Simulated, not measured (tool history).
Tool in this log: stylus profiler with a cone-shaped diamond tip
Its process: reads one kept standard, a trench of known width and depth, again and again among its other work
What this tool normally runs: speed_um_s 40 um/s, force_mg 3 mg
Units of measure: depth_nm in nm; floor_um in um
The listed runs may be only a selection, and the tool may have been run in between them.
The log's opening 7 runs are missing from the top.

Run 8, hour 125.3: usual settings but speed_um_s 96 um/s, force_mg 1.46 mg. Result: depth_nm 202.7 nm, floor_um 17.29 um.
Run 9, hour 139.1: usual settings but speed_um_s 96 um/s, force_mg 1.46 mg. Result: depth_nm 202.77 nm, floor_um 17.28 um.
At hour 141.8: height scale calibrated on a step standard.
Run 10, hour 158.6: usual settings but speed_um_s 96 um/s, force_mg 1.46 mg. Result: depth_nm 202.67 nm, floor_um 17.3 um.
Run 11, hour 175.6: usual settings but speed_um_s 96 um/s, force_mg 1.46 mg. Result: depth_nm 202.7 nm, floor_um 17.32 um.
Run 12, hour 186.4: usual settings but speed_um_s 96 um/s, force_mg 1.46 mg. Result: depth_nm 203.01 nm, floor_um 17.3 um.
Run 13, hour 204.1: usual settings but speed_um_s 51 um/s, force_mg 1.46 mg. Result: depth_nm 202.71 nm, floor_um 17.59 um.
Run 14, hour 226.4: usual settings but speed_um_s 51 um/s, force_mg 1.46 mg. Result: depth_nm 202.67 nm, floor_um 17.61 um.
Run 15, hour 243.9: usual settings but speed_um_s 51 um/s, force_mg 1.46 mg. Result: depth_nm 202.45 nm, floor_um 17.65 um.
At hour 248.3: height scale calibrated on a step standard, once more.
Run 16, hour 265.2: usual settings but speed_um_s 51 um/s, force_mg 1.46 mg. Result: depth_nm 202.23 nm, floor_um 17.67 um.
Run 17, hour 278.9: usual settings but speed_um_s 51 um/s, force_mg 1.46 mg. Result: depth_nm 202.23 nm, floor_um 17.62 um.
Run 18, hour 290.4: usual settings but force_mg 6.24 mg. Result: depth_nm 205.72 nm, floor_um 17.85 um.
Run 19, hour 315.1: usual settings but speed_um_s 24 um/s, force_mg 1.31 mg. Result: depth_nm 201.94 nm, floor_um 17.82 um.
Run 20, hour 337.9: usual settings but speed_um_s 24 um/s, force_mg 1.31 mg. Result: depth_nm 202.15 nm, floor_um 17.8 um.
Run 21, hour 360.4: usual settings but speed_um_s 24 um/s, force_mg 1.31 mg. Result: depth_nm 202.12 nm, floor_um 17.81 um.
Run 22, hour 384: usual settings but speed_um_s 32 um/s, force_mg 2.94 mg. Result: depth_nm 203.47 nm, floor_um 17.8 um.
Run 23, hour 408: usual settings but speed_um_s 16 um/s, force_mg 1.09 mg. Result: depth_nm 201.93 nm, floor_um 17.86 um.
Run 24, hour 424.2: usual settings but speed_um_s 33 um/s, force_mg 3.19 mg. Result: depth_nm 203.67 nm, floor_um 17.79 um.
Run 25, hour 438.2: usual settings but speed_um_s 33 um/s, force_mg 5.66 mg. Result: depth_nm 205.35 nm, floor_um 17.91 um.
Run 26, hour 456.4: usual settings but speed_um_s 11 um/s, force_mg 1.64 mg. Result: depth_nm 202.6 nm, floor_um 17.93 um.
Run 27, hour 475.8: usual settings but speed_um_s 14 um/s, force_mg 5.23 mg. Result: depth_nm 205.2 nm, floor_um 17.9 um.
Run 28, hour 491.7: usual settings but speed_um_s 35 um/s, force_mg 5.23 mg. Result: depth_nm 205.25 nm, floor_um 17.82 um.
Run 29, hour 509.2: usual settings but speed_um_s 25 um/s, force_mg 1.48 mg. Result: depth_nm 202.33 nm, floor_um 17.74 um.
Run 30, hour 521.9: usual settings but speed_um_s 156 um/s, force_mg 2.54 mg. Result: depth_nm 203.54 nm, floor_um 17.01 um.
Run 31, hour 548.3: usual settings but speed_um_s 156 um/s, force_mg 2.54 mg. Result: depth_nm 203.27 nm, floor_um 16.96 um.

3 options for the next run, each taken on its own from the tool as it stands now. Forecast them:
Run A, hour 574.4: usual settings but force_mg 8.66 mg. Result: depth_nm ?, floor_um ?.
Run B, hour 574.4: usual settings but speed_um_s 14 um/s. Result: depth_nm ?, floor_um ?.
Run C, hour 574.4: usual settings but speed_um_s 48 um/s. Result: depth_nm ?, floor_um ?.

run  depth_nm  floor_um
  A    207.19     17.85
  B    203.82     17.89
  C    203.67     17.72
With the hidden condition removed and each run's random variation left untouched, the same runs would have given:
run  depth_nm  floor_um
  A    206.94     18.13
  B    203.57     18.17
  C    203.42        18
